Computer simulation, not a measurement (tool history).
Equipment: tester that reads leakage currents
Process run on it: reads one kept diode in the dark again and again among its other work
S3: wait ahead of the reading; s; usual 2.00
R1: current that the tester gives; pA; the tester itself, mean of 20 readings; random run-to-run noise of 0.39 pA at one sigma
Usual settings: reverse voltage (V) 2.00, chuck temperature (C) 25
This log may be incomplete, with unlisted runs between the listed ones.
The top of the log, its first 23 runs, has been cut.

Run 24, hour 3443.6: usual settings but reverse voltage (V) 4.70, chuck temperature (C) 33, S3 7.59 s. Result: R1 346.65 pA.
Run 25, hour 3640.6: usual settings but reverse voltage (V) 4.70, chuck temperature (C) 33, S3 7.59 s. Result: R1 343.37 pA.
Run 26, hour 3811.4: usual settings but reverse voltage (V) 1.12, chuck temperature (C) 55. Result: R1 835.09 pA.
Run 27, hour 3967.2: usual settings but reverse voltage (V) 7.07, chuck temperature (C) 26. Result: R1 239.25 pA.
At hour 3988.4: probe card cleaned and baked, once more.
Run 28, hour 4081.3: usual settings but reverse voltage (V) 7.07, chuck temperature (C) 26. Result: R1 234.22 pA.
Run 29, hour 4204.8: usual settings but reverse voltage (V) 5.02, chuck temperature (C) 51, S3 2.48 s. Result: R1 1237.83 pA.
Run 30, hour 4365.8: usual settings but reverse voltage (V) 9.31, chuck temperature (C) 45, S3 3.37 s. Result: R1 1079.85 pA.
Run 31, hour 4492.1: usual settings but reverse voltage (V) 5.86, chuck temperature (C) 35, S3 1.67 s. Result: R1 421.82 pA.
Run 32, hour 4672.5: usual settings but reverse voltage (V) 1.74, chuck temperature (C) 24, S3 0.36 s. Result: R1 103.00 pA.
Run 33, hour 4759.9: usual settings but reverse voltage (V) 1.93, chuck temperature (C) 24, S3 5.79 s. Result: R1 107.88 pA.
At hour 4851.0: chuck's temperature calibrated.
Run 34, hour 4936.9: usual settings but reverse voltage (V) 3.00, chuck temperature (C) 48, S3 3.16 s. Result: R1 844.66 pA.
Run 35, hour 5046.6: usual settings but reverse voltage (V) 4.88, chuck temperature (C) 60, S3 3.47 s. Result: R1 2310.32 pA.
Run 36, hour 5133.6: usual settings but reverse voltage (V) 1.36, chuck temperature (C) 60, S3 3.47 s. Result: R1 1291.64 pA.
Run 37, hour 5286.6: usual settings but reverse voltage (V) 2.94, S3 4.05 s. Result: R1 151.21 pA.
Run 38, hour 5405.5: usual settings but chuck temperature (C) 22. Result: R1 99.63 pA.
Run 39, hour 5514.7: usual settings but reverse voltage (V) 15.19, chuck temperature (C) 52. Result: R1 2249.04 pA.

Alternative continuations, all from the tool just after run 39; predict every row:
Run A, hour 5664.1: usual settings but reverse voltage (V) 1.42, chuck temperature (C) 38, S3 5.59 s. Result: R1 ?.
Run B, hour 5664.1: usual settings but reverse voltage (V) 15.19, chuck temperature (C) 32. Result: R1 ?.
Run C, hour 5664.1: usual settings but reverse voltage (V) 16.90, chuck temperature (C) 59, S3 1.71 s. Result: R1 ?.
Run D, hour 5664.1: usual settings but chuck temperature (C) 45, S3 3.16 s. Result: R1 ?.

run       R1
  A   287.74
  B   539.78
  C  3715.58
  D   553.64
Without the tool's unlogged condition, the same runs would have read:
run       R1
  A   297.04
  B   556.41
  C  3818.73
  D   570.73
